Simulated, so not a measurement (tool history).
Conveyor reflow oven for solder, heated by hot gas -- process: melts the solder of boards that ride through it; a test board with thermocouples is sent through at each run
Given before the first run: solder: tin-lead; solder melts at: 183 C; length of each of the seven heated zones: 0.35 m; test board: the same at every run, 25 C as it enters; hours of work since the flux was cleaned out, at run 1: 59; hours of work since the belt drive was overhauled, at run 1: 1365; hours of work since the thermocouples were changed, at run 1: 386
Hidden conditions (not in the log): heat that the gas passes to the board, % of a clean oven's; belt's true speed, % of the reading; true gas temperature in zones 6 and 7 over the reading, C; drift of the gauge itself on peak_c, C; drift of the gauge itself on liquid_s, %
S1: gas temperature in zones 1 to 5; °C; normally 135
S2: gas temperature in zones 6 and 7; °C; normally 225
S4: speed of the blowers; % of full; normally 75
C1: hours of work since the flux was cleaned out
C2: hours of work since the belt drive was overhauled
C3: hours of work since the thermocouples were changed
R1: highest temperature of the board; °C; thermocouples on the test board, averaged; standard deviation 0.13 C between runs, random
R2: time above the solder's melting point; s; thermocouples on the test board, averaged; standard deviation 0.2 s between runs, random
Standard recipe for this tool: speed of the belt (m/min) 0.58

{"run": 1, "hour": 0.0, "S1": 135, "S2": 225, "speed of the belt (m/min)": 0.58, "S4": 75, "C1": 59, "C2": 1365, "C3": 386, "R1": 209.1, "R2": 47.9}
{"run": 2, "hour": 79.4, "S1": 135, "S2": 225, "speed of the belt (m/min)": 0.58, "S4": 75, "C1": 117, "C2": 1422, "C3": 443, "R1": 208.7, "R2": 47.6}
{"hour": 91.1, "done": "belt drive overhauled, speed set with a stopwatch"}
{"run": 3, "hour": 132.8, "S1": 149, "S2": 225, "speed of the belt (m/min)": 0.58, "S4": 75, "C1": 152, "C2": 30, "C3": 479, "R1": 210.1, "R2": 52.5}
{"run": 4, "hour": 189.8, "S1": 149, "S2": 225, "speed of the belt (m/min)": 0.505, "S4": 75, "C1": 194, "C2": 71, "C3": 520, "R1": 213.6, "R2": 64.8}
{"hour": 231.0, "done": "flux residue cleaned out of gas plates and filters"}
{"run": 5, "hour": 285.5, "S1": 135, "S2": 219, "speed of the belt (m/min)": 0.58, "S4": 75, "C1": 39, "C2": 137, "C3": 586, "R1": 204.1, "R2": 41.1}
{"run": 6, "hour": 374.1, "S1": 135, "S2": 219, "speed of the belt (m/min)": 0.58, "S4": 75, "C1": 103, "C2": 201, "C3": 650, "R1": 203.4, "R2": 40.7}
{"run": 7, "hour": 441.7, "S1": 135, "S2": 219, "speed of the belt (m/min)": 0.58, "S4": 75, "C1": 152, "C2": 250, "C3": 698, "R1": 203.1, "R2": 40.3}
{"run": 8, "hour": 519.9, "S1": 135, "S2": 219, "speed of the belt (m/min)": 0.58, "S4": 75, "C1": 209, "C2": 306, "C3": 755, "R1": 202.6, "R2": 39.5}
{"hour": 538.8, "done": "flux residue cleaned out of gas plates and filters"}
{"run": 9, "hour": 566.3, "S1": 135, "S2": 219, "speed of the belt (m/min)": 0.58, "S4": 75, "C1": 20, "C2": 336, "C3": 785, "R1": 204.2, "R2": 41.7}
{"run": 10, "hour": 640.5, "S1": 130, "S2": 239, "speed of the belt (m/min)": 0.529, "S4": 75, "C1": 73, "C2": 390, "C3": 838, "R1": 223.3, "R2": 61.9}
{"run": 11, "hour": 689.4, "S1": 130, "S2": 239, "speed of the belt (m/min)": 0.529, "S4": 75, "C1": 109, "C2": 425, "C3": 874, "R1": 223.3, "R2": 61.7}
{"run": 12, "hour": 784.6, "S1": 128, "S2": 225, "speed of the belt (m/min)": 0.58, "S4": 78, "C1": 178, "C2": 494, "C3": 942, "R1": 207.6, "R2": 43}
{"hour": 846.4, "done": "flux residue cleaned out of gas plates and filters"}
{"run": 13, "hour": 866.7, "S1": 135, "S2": 236, "speed of the belt (m/min)": 0.578, "S4": 53, "C1": 15, "C2": 550, "C3": 998, "R1": 212.2, "R2": 48}
{"run": 14, "hour": 923.0, "S1": 135, "S2": 236, "speed of the belt (m/min)": 0.569, "S4": 63, "C1": 55, "C2": 590, "C3": 1039, "R1": 216.4, "R2": 53.9}
{"run": 15, "hour": 963.6, "S1": 135, "S2": 236, "speed of the belt (m/min)": 0.569, "S4": 63, "C1": 85, "C2": 619, "C3": 1068, "R1": 216.2, "R2": 53.3}
{"run": 16, "hour": 1033.6, "S1": 135, "S2": 230, "speed of the belt (m/min)": 0.57, "S4": 65, "C1": 135, "C2": 670, "C3": 1119, "R1": 211.4, "R2": 49.1}
{"hour": 1106.0, "done": "thermocouples of zones 6 and 7 changed"}
{"run": 17, "hour": 1106.0, "S1": 149, "S2": 225, "speed of the belt (m/min)": 0.58, "S4": 75, "C1": 186, "C2": 721, "C3": 0, "R1": 210.7, "R2": 53.9}
{"hour": 1156.7, "done": "flux residue cleaned out of gas plates and filters"}
{"run": 18, "hour": 1172.7, "S1": 149, "S2": 225, "speed of the belt (m/min)": 0.58, "S4": 75, "C1": 12, "C2": 766, "C3": 45, "R1": 212, "R2": 55.3}

Consider 5 possible next runs. They are alternatives, not a sequence: every one starts from the tool as it was left by run 18. What does each give?
{"run": "A", "hour": 1214.3, "S1": 137, "S2": 225, "speed of the belt (m/min)": 0.636, "S4": 82, "C1": 42, "C2": 796, "C3": 75, "R1": "?", "R2": "?"}
{"run": "B", "hour": 1214.3, "S1": 123, "S2": 225, "speed of the belt (m/min)": 0.597, "S4": 81, "C1": 42, "C2": 796, "C3": 75, "R1": "?", "R2": "?"}
{"run": "C", "hour": 1214.3, "S1": 135, "S2": 225, "speed of the belt (m/min)": 0.477, "S4": 75, "C1": 42, "C2": 796, "C3": 75, "R1": "?", "R2": "?"}
{"run": "D", "hour": 1214.3, "S1": 149, "S2": 225, "speed of the belt (m/min)": 0.558, "S4": 75, "C1": 42, "C2": 796, "C3": 75, "R1": "?", "R2": "?"}
{"run": "E", "hour": 1214.3, "S1": 124, "S2": 214, "speed of the belt (m/min)": 0.58, "S4": 67, "C1": 42, "C2": 796, "C3": 75, "R1": "?", "R2": "?"}

run=A R1=208.6 R2=42.8
run=B R1=207.7 R2=41.1
run=C R1=214.9 R2=65.7
run=D R1=212.9 R2=58.4
run=E R1=195.7 R2=27.1
With no hidden state in the tool, these same runs would have given:
run=A R1=208 R2=41.8
run=B R1=207.1 R2=40
run=C R1=214.2 R2=64.2
run=D R1=212.3 R2=57.1
run=E R1=195 R2=25.8
